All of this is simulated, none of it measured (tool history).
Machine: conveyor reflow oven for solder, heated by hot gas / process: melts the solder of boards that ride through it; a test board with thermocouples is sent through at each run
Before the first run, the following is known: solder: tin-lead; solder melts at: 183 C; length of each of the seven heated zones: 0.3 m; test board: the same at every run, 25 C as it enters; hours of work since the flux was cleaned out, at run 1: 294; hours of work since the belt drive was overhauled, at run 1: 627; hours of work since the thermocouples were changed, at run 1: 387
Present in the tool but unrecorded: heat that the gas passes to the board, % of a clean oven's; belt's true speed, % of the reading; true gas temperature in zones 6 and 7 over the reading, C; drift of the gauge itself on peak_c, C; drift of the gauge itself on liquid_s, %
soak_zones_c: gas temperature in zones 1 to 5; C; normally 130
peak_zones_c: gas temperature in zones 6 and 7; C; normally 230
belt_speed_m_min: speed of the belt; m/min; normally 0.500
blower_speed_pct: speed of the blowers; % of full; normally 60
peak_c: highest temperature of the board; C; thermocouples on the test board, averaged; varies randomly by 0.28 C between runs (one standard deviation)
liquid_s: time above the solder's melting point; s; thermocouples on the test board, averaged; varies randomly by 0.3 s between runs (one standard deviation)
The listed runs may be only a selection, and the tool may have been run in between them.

run   hour  soak_zones_c  peak_zones_c  belt_speed_m_min  blower_speed_pct  hours of work since the flux was cleaned out  hours of work since the belt drive was overhauled  hours of work since the thermocouples were changed  peak_c  liquid_s
  1    0.0           130           230             0.500                60                                           294                                                627                                                 387   209.6      44.7
  2   36.8           130           230             0.438                60                                           309                                                642                                                 402   214.0      56.7
      67.9  -- flux residue cleaned out of gas plates and filters
  3   78.4           130           230             0.438                60                                             4                                                657                                                 417   216.1      58.5
  4  111.5           130           241             0.438                60                                            18                                                670                                                 430   225.9      66.5
  5  137.1           130           241             0.438                86                                            28                                                681                                                 441   229.9      69.0
  6  163.8           130           241             0.438                86                                            39                                                692                                                 451   230.2      68.8
  7  190.5           130           241             0.438                77                                            50                                                703                                                 462   229.1      68.2
  8  245.4           130           241             0.438                77                                            72                                                725                                                 485   228.7      68.6
  9  299.0           130           221             0.500                60                                            94                                                747                                                 507   203.5      39.1
 10  327.7           130           230             0.500                50                                           106                                                759                                                 518   208.8      43.8
 11  373.9           130           230             0.468                60                                           125                                                777                                                 537   213.5      52.8
 12  403.6           130           230             0.468                60                                           137                                                789                                                 549   213.8      52.2
 13  436.0           119           230             0.500                60                                           150                                                803                                                 562   208.8      41.6
 14  478.2           119           238             0.439                80                                           167                                                820                                                 579   224.4      62.5
 15  508.1           130           238             0.500                65                                           179                                                832                                                 592   218.8      53.1
 16  553.3           130           238             0.500                65                                           198                                                850                                                 610   218.8      52.3
 17  611.9           139           230             0.500                58                                           221                                                874                                                 634   211.4      50.5
 18  647.7           118           230             0.513                68                                           236                                                889                                                 649   208.7      39.9
 19  683.7           118           230             0.513                68                                           251                                                903                                                 663   208.8      39.1
 20  745.5           130           230             0.500                62                                           276                                                929                                                 688   210.7      46.2
 21  796.4           130           230             0.500                62                                           297                                                949                                                 709   210.7      45.8
 22  828.6           130           230             0.500                62                                           310                                                962                                                 722   210.6      46.0
     856.6  -- flux residue cleaned out of gas plates and filters
     866.6  -- belt drive overhauled, speed set with a stopwatch
 23  866.6           130           230             0.500                62                                             2                                                  0                                                 734   212.9      48.0
 24  919.0           124           230             0.487                88                                            24                                                 21                                                 755   216.9      51.4

The logged runs with the hidden state left out (each run's random variation unchanged):
run  peak_c  liquid_s
  1   211.6      46.7
  2   215.7      58.3
  3   215.7      57.7
  4   225.5      65.7
  5   229.7      68.3
  6   230.0      68.2
  7   228.9      67.5
  8   228.6      68.0
  9   203.5      39.0
 10   208.8      43.6
 11   213.7      52.6
 12   213.9      52.0
 13   209.3      41.8
 14   224.9      62.5
 15   219.4      53.2
 16   219.5      52.5
 17   212.0      50.9
 18   209.8      41.0
 19   210.1      40.3
 20   211.8      47.1
 21   211.9      46.8
 22   211.9      47.2
 23   211.8      47.2
 24   216.0      50.8
